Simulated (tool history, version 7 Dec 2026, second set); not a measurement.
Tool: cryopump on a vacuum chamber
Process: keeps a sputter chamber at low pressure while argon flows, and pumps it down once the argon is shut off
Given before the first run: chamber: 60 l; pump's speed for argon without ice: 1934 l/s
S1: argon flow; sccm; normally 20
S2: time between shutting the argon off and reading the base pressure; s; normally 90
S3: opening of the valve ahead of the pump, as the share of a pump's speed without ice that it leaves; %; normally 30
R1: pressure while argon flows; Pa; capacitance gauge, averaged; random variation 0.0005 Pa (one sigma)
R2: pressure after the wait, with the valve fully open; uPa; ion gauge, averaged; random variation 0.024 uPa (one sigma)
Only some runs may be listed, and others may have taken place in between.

run   hour  S1   S2  S3      R1    R2
  1      0  20   90  30   0.058  1.66
  2   23.9  20   90  30  0.0589  1.68
  3   41.6  20   90  30  0.0581  1.66
  4   61.7  20   90  30  0.0591  1.69
  5   79.1  20   90  30  0.0579   1.7
  6  111.9  20   90  30  0.0589  1.73
  7  142.2  20   90  30  0.0589   1.7
  8  163.4  20   90  30  0.0601   1.8
  9  179.4  20  289  30  0.0592  1.27
 10    205  20  289  30  0.0603  1.35
 11  232.6  20  289  30  0.0592   1.3
 12  259.4  20  289  30  0.0606  1.33
 13  291.9  20  289  30  0.0596  1.35
 14  316.6  20  289  30    0.06  1.37
 15  344.5  20   90  30  0.0602  1.87
 16  362.1  20   90  30  0.0606  1.88
 17  381.7  20  298  30  0.0603  1.41
 18  408.8  20   51  30  0.0607  2.44
 19  434.1  16   56  29  0.0503  2.29
 20  454.5  21  143  37  0.0523  1.68
 21  472.9  20   90  16  0.1128  1.94
 22  492.9  20   90  16  0.1118  2.02
 23  519.4  20   90  40  0.0468  2.05
 24  543.8  26   78  40  0.0613  2.05
 25  570.5  33  199  24  0.1246   1.7
 26  594.4  20  203  30  0.0629  1.66
 27  627.3  20  203  30  0.0622  1.68
 28  642.8  16  152  30  0.0502  1.81
     675.2  -- pump warmed up, emptied and cooled again
 29  678.7  25  197  35  0.0626  1.53
 30  708.3  25  197  35  0.0627  1.54
 31    728  16   90  30  0.0468  1.94
 32    764  26   90  16  0.1431  1.97
 33  783.2  19  235  30  0.0563  1.57
 34  812.9  19  235  30  0.0563  1.59

Alternative continuations, all from the tool just after run 34; predict every row:
  A  845.7  20  205  21   ?   ?
  B  845.7  39   21  28   ?   ?
  C  845.7  32   31  31   ?   ?

run      R1    R2
  A  0.0839   1.6
  B  0.1247  4.24
  C  0.0918  3.43
With no hidden state in the tool, these same runs would have given:
run      R1    R2
  A  0.0827  0.46
  B  0.1223  3.11
  C  0.0898  2.23

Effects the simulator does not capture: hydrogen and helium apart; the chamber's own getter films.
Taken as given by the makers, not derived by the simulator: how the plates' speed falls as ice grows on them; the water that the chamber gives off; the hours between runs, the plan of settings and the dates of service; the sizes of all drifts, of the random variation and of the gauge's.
